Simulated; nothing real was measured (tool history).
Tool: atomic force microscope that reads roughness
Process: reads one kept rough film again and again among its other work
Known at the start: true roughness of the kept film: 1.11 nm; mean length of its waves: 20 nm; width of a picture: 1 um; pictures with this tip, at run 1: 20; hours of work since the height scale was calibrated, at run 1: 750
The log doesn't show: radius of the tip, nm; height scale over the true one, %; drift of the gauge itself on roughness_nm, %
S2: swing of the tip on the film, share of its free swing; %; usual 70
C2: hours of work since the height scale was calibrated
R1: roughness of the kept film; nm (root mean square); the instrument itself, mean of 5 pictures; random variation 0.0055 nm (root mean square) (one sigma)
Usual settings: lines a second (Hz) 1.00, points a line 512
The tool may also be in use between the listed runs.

Run 1, hour 0.0: usual settings; pictures with this tip 20; C2 750. Result: R1 0.935 nm (root mean square).
Run 2, hour 46.2: usual settings; pictures with this tip 80; C2 779. Result: R1 0.917 nm (root mean square).
Run 3, hour 106.8: usual settings; pictures with this tip 158; C2 817. Result: R1 0.927 nm (root mean square).
At hour 150.4: new tip fitted.
Run 4, hour 170.3: usual settings; pictures with this tip 26; C2 857. Result: R1 0.926 nm (root mean square).
Run 5, hour 221.0: usual settings but lines a second (Hz) 3.07; pictures with this tip 92; C2 889. Result: R1 0.822 nm (root mean square).
Run 6, hour 284.5: usual settings but lines a second (Hz) 3.07; pictures with this tip 174; C2 929. Result: R1 0.828 nm (root mean square).
At hour 315.1: new tip fitted.
Run 7, hour 331.2: usual settings but lines a second (Hz) 2.25; pictures with this tip 21; C2 958. Result: R1 0.857 nm (root mean square).
Run 8, hour 411.0: usual settings but lines a second (Hz) 2.58; pictures with this tip 125; C2 1009. Result: R1 0.842 nm (root mean square).
At hour 484.5: new tip fitted.
Run 9, hour 488.7: usual settings but lines a second (Hz) 2.58, points a line 482; pictures with this tip 6; C2 1058. Result: R1 0.836 nm (root mean square).
Run 10, hour 551.4: usual settings but points a line 312; pictures with this tip 87; C2 1098. Result: R1 0.918 nm (root mean square).
Run 11, hour 606.3: usual settings but lines a second (Hz) 2.79, S2 68 %, points a line 312; pictures with this tip 158; C2 1132. Result: R1 0.834 nm (root mean square).
At hour 654.1: new tip fitted.
Run 12, hour 662.2: usual settings but S2 65 %, points a line 324; pictures with this tip 11; C2 1167. Result: R1 0.933 nm (root mean square).
Run 13, hour 706.7: usual settings but S2 65 %, points a line 324; pictures with this tip 69; C2 1195. Result: R1 0.928 nm (root mean square).
Run 14, hour 749.9: usual settings but lines a second (Hz) 2.59, S2 65 %, points a line 290; pictures with this tip 125; C2 1223. Result: R1 0.864 nm (root mean square).
Run 15, hour 808.6: usual settings but lines a second (Hz) 2.59, S2 65 %, points a line 290; pictures with this tip 201; C2 1260. Result: R1 0.850 nm (root mean square).
At hour 819.3: new tip fitted.
Run 16, hour 846.2: usual settings but lines a second (Hz) 3.70, S2 56 %, points a line 730; pictures with this tip 35; C2 1283. Result: R1 0.906 nm (root mean square).
Run 17, hour 908.1: usual settings but lines a second (Hz) 0.85; pictures with this tip 115; C2 1323. Result: R1 0.932 nm (root mean square).

Hidden state at the last listed run before each entry between runs and at the first one after, where it differs:
Between runs 3 and 4: new tip fitted (hour 150.4)
  radius of the tip, nm: 10.3 -> 10.1
Between runs 6 and 7: new tip fitted (hour 315.1)
  radius of the tip, nm: 10.4 -> 10.1; height scale over the true one, %: 0.02 -> 0.03
Between runs 8 and 9: new tip fitted (hour 484.5)
  radius of the tip, nm: 10.3 -> 10
Between runs 11 and 12: new tip fitted (hour 654.1)
  radius of the tip, nm: 10.3 -> 10
Between runs 15 and 16: new tip fitted (hour 819.3)
  radius of the tip, nm: 10.4 -> 10.1
